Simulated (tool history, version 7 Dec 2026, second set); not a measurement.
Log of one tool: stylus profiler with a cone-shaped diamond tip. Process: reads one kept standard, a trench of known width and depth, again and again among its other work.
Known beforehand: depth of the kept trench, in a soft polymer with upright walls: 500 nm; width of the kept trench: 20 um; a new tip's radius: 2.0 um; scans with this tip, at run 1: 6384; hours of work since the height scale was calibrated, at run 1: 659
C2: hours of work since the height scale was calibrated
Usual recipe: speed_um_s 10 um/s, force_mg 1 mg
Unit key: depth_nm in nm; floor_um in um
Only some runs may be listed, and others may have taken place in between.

{"run": 1, "hour": 0.0, "speed_um_s": 10, "force_mg": 1, "scans with this tip": 6384, "C2": 659, "depth_nm": 501.01, "floor_um": 16.38}
{"run": 2, "hour": 86.9, "speed_um_s": 10, "force_mg": 1, "scans with this tip": 6859, "C2": 708, "depth_nm": 500.61, "floor_um": 16.35}
{"run": 3, "hour": 151.7, "speed_um_s": 10, "force_mg": 1, "scans with this tip": 7212, "C2": 745, "depth_nm": 500.58, "floor_um": 16.26}
{"run": 4, "hour": 215.7, "speed_um_s": 8, "force_mg": 1, "scans with this tip": 7561, "C2": 781, "depth_nm": 500.51, "floor_um": 16.28}
{"run": 5, "hour": 254.7, "speed_um_s": 8, "force_mg": 1, "scans with this tip": 7774, "C2": 803, "depth_nm": 500.52, "floor_um": 16.25}
{"run": 6, "hour": 330.5, "speed_um_s": 10, "force_mg": 0.38, "scans with this tip": 8188, "C2": 846, "depth_nm": 499.28, "floor_um": 16.12}
{"run": 7, "hour": 374.9, "speed_um_s": 10, "force_mg": 1, "scans with this tip": 8430, "C2": 871, "depth_nm": 500.15, "floor_um": 16.15}
{"run": 8, "hour": 439.4, "speed_um_s": 10, "force_mg": 1, "scans with this tip": 8782, "C2": 907, "depth_nm": 500.15, "floor_um": 16.1}
{"run": 9, "hour": 475.3, "speed_um_s": 10, "force_mg": 1, "scans with this tip": 8979, "C2": 927, "depth_nm": 500.23, "floor_um": 16.11}
{"run": 10, "hour": 524.4, "speed_um_s": 10, "force_mg": 1, "scans with this tip": 9247, "C2": 955, "depth_nm": 500.34, "floor_um": 16.06}
{"run": 11, "hour": 569.7, "speed_um_s": 10, "force_mg": 1, "scans with this tip": 9494, "C2": 981, "depth_nm": 500.29, "floor_um": 16.03}
{"run": 12, "hour": 618.5, "speed_um_s": 10, "force_mg": 1, "scans with this tip": 9760, "C2": 1008, "depth_nm": 500.03, "floor_um": 15.98}
{"run": 13, "hour": 688.5, "speed_um_s": 26, "force_mg": 1, "scans with this tip": 10142, "C2": 1048, "depth_nm": 499.9, "floor_um": 15.75}
{"run": 14, "hour": 753.3, "speed_um_s": 10, "force_mg": 0.99, "scans with this tip": 10496, "C2": 1084, "depth_nm": 500.08, "floor_um": 15.93}
{"run": 15, "hour": 818.2, "speed_um_s": 10, "force_mg": 0.99, "scans with this tip": 10850, "C2": 1121, "depth_nm": 499.82, "floor_um": 15.9}
{"run": 16, "hour": 882.6, "speed_um_s": 10, "force_mg": 0.99, "scans with this tip": 11202, "C2": 1157, "depth_nm": 499.66, "floor_um": 15.87}
{"run": 17, "hour": 940.2, "speed_um_s": 10, "force_mg": 0.99, "scans with this tip": 11516, "C2": 1190, "depth_nm": 499.56, "floor_um": 15.81}
{"run": 18, "hour": 993.2, "speed_um_s": 10, "force_mg": 1, "scans with this tip": 11806, "C2": 1220, "depth_nm": 499.74, "floor_um": 15.81}
{"run": 19, "hour": 1070.0, "speed_um_s": 10, "force_mg": 0.51, "scans with this tip": 12225, "C2": 1263, "depth_nm": 498.96, "floor_um": 15.74}
{"run": 20, "hour": 1123.0, "speed_um_s": 10, "force_mg": 1, "scans with this tip": 12514, "C2": 1293, "depth_nm": 499.32, "floor_um": 15.72}
{"run": 21, "hour": 1202.4, "speed_um_s": 10, "force_mg": 2.72, "scans with this tip": 12947, "C2": 1337, "depth_nm": 501.52, "floor_um": 15.7}
{"run": 22, "hour": 1242.5, "speed_um_s": 10, "force_mg": 2.72, "scans with this tip": 13167, "C2": 1360, "depth_nm": 501.24, "floor_um": 15.76}
{"run": 23, "hour": 1298.2, "speed_um_s": 10, "force_mg": 2.72, "scans with this tip": 13471, "C2": 1391, "depth_nm": 501.22, "floor_um": 15.67}
{"run": 24, "hour": 1379.8, "speed_um_s": 10, "force_mg": 2.72, "scans with this tip": 13916, "C2": 1438, "depth_nm": 501.08, "floor_um": 15.58}
{"hour": 1428.9, "done": "height scale calibrated on a step standard"}
{"run": 25, "hour": 1431.8, "speed_um_s": 15, "force_mg": 0.37, "scans with this tip": 14197, "C2": 2, "depth_nm": 501.04, "floor_um": 15.38}
{"run": 26, "hour": 1472.3, "speed_um_s": 3, "force_mg": 1.23, "scans with this tip": 14418, "C2": 24, "depth_nm": 502.55, "floor_um": 15.63}
{"run": 27, "hour": 1511.4, "speed_um_s": 23, "force_mg": 0.41, "scans with this tip": 14632, "C2": 47, "depth_nm": 501.23, "floor_um": 15.25}
{"run": 28, "hour": 1552.4, "speed_um_s": 31, "force_mg": 0.76, "scans with this tip": 14855, "C2": 70, "depth_nm": 501.68, "floor_um": 15.22}
{"run": 29, "hour": 1622.5, "speed_um_s": 31, "force_mg": 0.76, "scans with this tip": 15238, "C2": 109, "depth_nm": 501.69, "floor_um": 15.22}

What does the tool deliver on the next run?
{"run": 30, "hour": 1685.6, "speed_um_s": 31, "force_mg": 0.75, "scans with this tip": 15582, "C2": 145, "depth_nm": "?", "floor_um": "?"}

Logged for run 30: depth_nm 501.4 nm, floor_um 15.16 um.
Minus the tool's unlogged condition, the same run would have read depth_nm 501.58 nm, floor_um 16.99 um.

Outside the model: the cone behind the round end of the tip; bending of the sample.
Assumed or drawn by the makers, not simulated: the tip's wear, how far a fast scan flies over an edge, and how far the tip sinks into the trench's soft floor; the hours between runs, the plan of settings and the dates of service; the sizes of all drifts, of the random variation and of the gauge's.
